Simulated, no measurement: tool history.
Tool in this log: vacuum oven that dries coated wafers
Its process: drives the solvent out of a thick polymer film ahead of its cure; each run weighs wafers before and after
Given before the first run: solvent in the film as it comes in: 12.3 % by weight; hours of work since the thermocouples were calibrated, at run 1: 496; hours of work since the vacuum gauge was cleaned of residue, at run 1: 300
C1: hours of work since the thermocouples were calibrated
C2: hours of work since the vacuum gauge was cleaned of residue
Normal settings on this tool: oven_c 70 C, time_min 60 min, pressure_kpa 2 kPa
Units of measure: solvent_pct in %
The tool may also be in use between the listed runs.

run 1 hour=0 | oven_c=70 time_min=60 pressure_kpa=2 | C1=496 C2=300 | solvent_pct=3.1
run 2 hour=9.8 | oven_c=70 time_min=60 pressure_kpa=2 | C1=501 C2=306 | solvent_pct=3.1
run 3 hour=19.2 | oven_c=77 time_min=60 pressure_kpa=2 | C1=506 C2=311 | solvent_pct=1.49
run 4 hour=31.2 | oven_c=77 time_min=60 pressure_kpa=2 | C1=512 C2=317 | solvent_pct=1.49
run 5 hour=49 | oven_c=77 time_min=60 pressure_kpa=2 | C1=522 C2=326 | solvent_pct=1.47
run 6 hour=65.1 | oven_c=77 time_min=36 pressure_kpa=2 | C1=530 C2=335 | solvent_pct=2.74
run 7 hour=81.8 | oven_c=77 time_min=36 pressure_kpa=2 | C1=539 C2=344 | solvent_pct=2.74
run 8 hour=89.8 | oven_c=70 time_min=86 pressure_kpa=2 | C1=543 C2=348 | solvent_pct=2.14
run 9 hour=108.8 | oven_c=70 time_min=86 pressure_kpa=2 | C1=553 C2=358 | solvent_pct=2.14
run 10 hour=119 | oven_c=70 time_min=60 pressure_kpa=3.04 | C1=559 C2=364 | solvent_pct=3.55
run 11 hour=129.6 | oven_c=70 time_min=60 pressure_kpa=3.04 | C1=564 C2=369 | solvent_pct=3.53
run 12 hour=139.4 | oven_c=70 time_min=60 pressure_kpa=2 | C1=570 C2=374 | solvent_pct=3.08
run 13 hour=157.3 | oven_c=70 time_min=60 pressure_kpa=2 | C1=579 C2=384 | solvent_pct=3.09
run 14 hour=173.4 | oven_c=70 time_min=60 pressure_kpa=2 | C1=588 C2=392 | solvent_pct=3.08
run 15 hour=183.4 | oven_c=70 time_min=60 pressure_kpa=2 | C1=593 C2=398 | solvent_pct=3.08
run 16 hour=199.1 | oven_c=70 time_min=60 pressure_kpa=2 | C1=601 C2=406 | solvent_pct=3.06
run 17 hour=212.6 | oven_c=70 time_min=60 pressure_kpa=2 | C1=608 C2=413 | solvent_pct=3.09
run 18 hour=223.2 | oven_c=70 time_min=60 pressure_kpa=2 | C1=614 C2=419 | solvent_pct=3.1
run 19 hour=237.4 | oven_c=60 time_min=77 pressure_kpa=6.44 | C1=622 C2=426 | solvent_pct=7.63
run 20 hour=252.2 | oven_c=60 time_min=77 pressure_kpa=7.34 | C1=629 C2=434 | solvent_pct=8.09
run 21 hour=260.4 | oven_c=60 time_min=47 pressure_kpa=7.34 | C1=634 C2=439 | solvent_pct=8.94
run 22 hour=268.4 | oven_c=60 time_min=47 pressure_kpa=7.34 | C1=638 C2=443 | solvent_pct=8.98
run 23 hour=282.4 | oven_c=74 time_min=60 pressure_kpa=2.85 | C1=645 C2=450 | solvent_pct=2.41
run 24 hour=296.2 | oven_c=82 time_min=53 pressure_kpa=4.85 | C1=653 C2=458 | solvent_pct=1.85
run 25 hour=313.2 | oven_c=81 time_min=94 pressure_kpa=5.22 | C1=662 C2=467 | solvent_pct=1.78
run 26 hour=322.1 | oven_c=75 time_min=99 pressure_kpa=1.17 | C1=667 C2=471 | solvent_pct=0.79
run 27 hour=341.8 | oven_c=75 time_min=52 pressure_kpa=4.34 | C1=677 C2=482 | solvent_pct=3.06
run 28 hour=353.1 | oven_c=75 time_min=34 pressure_kpa=4.1 | C1=683 C2=488 | solvent_pct=4.09
run 29 hour=367.7 | oven_c=84 time_min=34 pressure_kpa=1.22 | C1=691 C2=496 | solvent_pct=1.15
run 30 hour=382.9 | oven_c=84 time_min=48 pressure_kpa=6.03 | C1=699 C2=504 | solvent_pct=2.01
run 31 hour=397.3 | oven_c=70 time_min=60 pressure_kpa=1.36 | C1=707 C2=511 | solvent_pct=2.79
run 32 hour=405.6 | oven_c=70 time_min=60 pressure_kpa=1.36 | C1=711 C2=516 | solvent_pct=2.79
run 33 hour=418.3 | oven_c=70 time_min=60 pressure_kpa=1.36 | C1=718 C2=522 | solvent_pct=2.81
run 34 hour=432.1 | oven_c=70 time_min=60 pressure_kpa=1.36 | C1=725 C2=530 | solvent_pct=2.8
run 35 hour=442 | oven_c=58 time_min=32 pressure_kpa=1.36 | C1=730 C2=535 | solvent_pct=7.96

Had the tool no unlogged condition, and each run kept its random variation, what would the results have been?
The tool's hidden condition here consists of: true wafer temperature over the reading, C; true pressure over the reading, kPa; drift of the gauge itself on solvent_pct, %.
run=1 solvent_pct=3.32
run=2 solvent_pct=3.32
run=3 solvent_pct=1.61
run=4 solvent_pct=1.61
run=5 solvent_pct=1.6
run=6 solvent_pct=2.96
run=7 solvent_pct=2.96
run=8 solvent_pct=2.31
run=9 solvent_pct=2.31
run=10 solvent_pct=3.79
run=11 solvent_pct=3.77
run=12 solvent_pct=3.31
run=13 solvent_pct=3.32
run=14 solvent_pct=3.31
run=15 solvent_pct=3.32
run=16 solvent_pct=3.3
run=17 solvent_pct=3.33
run=18 solvent_pct=3.35
run=19 solvent_pct=7.9
run=20 solvent_pct=8.36
run=21 solvent_pct=9.17
run=22 solvent_pct=9.21
run=23 solvent_pct=2.61
run=24 solvent_pct=1.96
run=25 solvent_pct=1.82
run=26 solvent_pct=0.82
run=27 solvent_pct=3.28
run=28 solvent_pct=4.38
run=29 solvent_pct=1.29
run=30 solvent_pct=2.12
run=31 solvent_pct=3.04
run=32 solvent_pct=3.04
run=33 solvent_pct=3.06
run=34 solvent_pct=3.06
run=35 solvent_pct=8.14
